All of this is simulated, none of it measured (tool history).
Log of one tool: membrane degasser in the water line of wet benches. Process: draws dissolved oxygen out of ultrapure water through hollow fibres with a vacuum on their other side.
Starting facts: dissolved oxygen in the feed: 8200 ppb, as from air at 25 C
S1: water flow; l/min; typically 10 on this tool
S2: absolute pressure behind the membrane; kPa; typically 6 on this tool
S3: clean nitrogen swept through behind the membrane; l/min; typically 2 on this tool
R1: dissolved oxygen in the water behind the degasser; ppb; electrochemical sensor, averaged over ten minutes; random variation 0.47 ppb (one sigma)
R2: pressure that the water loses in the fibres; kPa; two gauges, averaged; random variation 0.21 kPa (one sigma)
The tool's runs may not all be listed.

Run 1, hour 0: usual settings. Result: R1 37.7 ppb, R2 50.81 kPa.
Run 2, hour 123: usual settings but S2 10.56 kPa. Result: R1 94.2 ppb, R2 50.55 kPa.
Run 3, hour 214.9: usual settings but S2 10.56 kPa. Result: R1 95.7 ppb, R2 50.75 kPa.
Run 4, hour 281.9: usual settings. Result: R1 38 ppb, R2 50.59 kPa.
Run 5, hour 404.1: usual settings. Result: R1 38.7 ppb, R2 50.97 kPa.
Run 6, hour 496.2: usual settings but S1 6 l/min. Result: R1 23.4 ppb, R2 30.67 kPa.
Run 7, hour 607.9: usual settings but S1 12 l/min. Result: R1 46.1 ppb, R2 61.23 kPa.
Run 8, hour 691.8: usual settings but S1 12 l/min. Result: R1 46.6 ppb, R2 61.12 kPa.
Run 9, hour 815.2: usual settings but S1 12 l/min. Result: R1 47.3 ppb, R2 61.36 kPa.
Run 10, hour 883.5: usual settings but S1 12 l/min, S3 1.79 l/min. Result: R1 52.1 ppb, R2 61.17 kPa.
Run 11, hour 970.6: usual settings. Result: R1 39.1 ppb, R2 51.2 kPa.
Run 12, hour 1062.4: usual settings. Result: R1 38.9 ppb, R2 50.91 kPa.
Run 13, hour 1190.1: usual settings but S2 6.94 kPa. Result: R1 50.3 ppb, R2 51.16 kPa.
Run 14, hour 1275.9: usual settings. Result: R1 38.7 ppb, R2 51.14 kPa.
Run 15, hour 1362.7: usual settings but S1 12 l/min. Result: R1 47.1 ppb, R2 61.42 kPa.
Run 16, hour 1485.8: usual settings but S1 7 l/min. Result: R1 27.1 ppb, R2 35.6 kPa.
Run 17, hour 1546.7: usual settings but S1 12 l/min, S2 7.66 kPa, S3 1.99 l/min. Result: R1 72.8 ppb, R2 61.51 kPa.
Run 18, hour 1670: usual settings but S1 12 l/min, S2 7.66 kPa, S3 1.99 l/min. Result: R1 72.8 ppb, R2 61.44 kPa.
Run 19, hour 1770.2: usual settings but S1 12 l/min, S2 11.33 kPa, S3 0.91 l/min. Result: R1 256.8 ppb, R2 61.49 kPa.
Run 20, hour 1848.4: usual settings but S2 11.3 kPa, S3 0.91 l/min. Result: R1 217.2 ppb, R2 51.37 kPa.
Run 21, hour 1937.4: usual settings but S1 7 l/min. Result: R1 27.6 ppb, R2 36.07 kPa.
At hour 1967.5: seals of the vacuum lines changed.
Run 22, hour 2045.3: usual settings but S1 7 l/min. Result: R1 26 ppb, R2 36.11 kPa.
Run 23, hour 2131.1: usual settings but S1 11 l/min, S2 4.57 kPa, S3 1.28 l/min. Result: R1 33.1 ppb, R2 56.16 kPa.
Run 24, hour 2192.4: usual settings but S1 9 l/min, S2 6.11 kPa, S3 0.86 l/min. Result: R1 75.9 ppb, R2 46.49 kPa.
Run 25, hour 2280.3: usual settings but S2 9.29 kPa, S3 1.1 l/min. Result: R1 135.5 ppb, R2 51.38 kPa.
Run 26, hour 2367: usual settings but S1 8 l/min, S3 1.17 l/min. Result: R1 47.9 ppb, R2 40.9 kPa.
Run 27, hour 2422.7: usual settings but S1 14 l/min, S2 5.24 kPa. Result: R1 42.4 ppb, R2 71.91 kPa.
Run 28, hour 2509.4: usual settings but S1 13 l/min. Result: R1 50.5 ppb, R2 66.7 kPa.
Run 29, hour 2599: usual settings but S1 14 l/min, S2 10.37 kPa. Result: R1 127.6 ppb, R2 72.06 kPa.
Run 30, hour 2688.2: usual settings but S1 14 l/min, S2 10.37 kPa. Result: R1 127.8 ppb, R2 72.17 kPa.
Run 31, hour 2754.8: usual settings but S1 14 l/min, S2 7.57 kPa, S3 0.84 l/min. Result: R1 174.2 ppb, R2 71.71 kPa.
Run 32, hour 2841.6: usual settings but S1 11 l/min, S2 4.39 kPa, S3 2.35 l/min. Result: R1 19 ppb, R2 56.63 kPa.

Predict each of these 3 candidate next runs independently; none follows another, all start after run 32:
Run A, hour 2922: usual settings but S2 6.74 kPa, S3 1.01 l/min. Result: R1 ?, R2 ?.
Run B, hour 2922: usual settings but S2 3.96 kPa, S3 2.35 l/min. Result: R1 ?, R2 ?.
Run C, hour 2922: usual settings but S1 15 l/min, S2 4.39 kPa, S3 2.34 l/min. Result: R1 ?, R2 ?.

run    R1     R2
  A  86.8  51.63
  B  12.1  51.68
  C    28  76.73
What these runs would have given with no unlogged condition in the tool:
run    R1     R2
  A  84.5  49.46
  B  10.6  49.51
  C  24.9  73.49
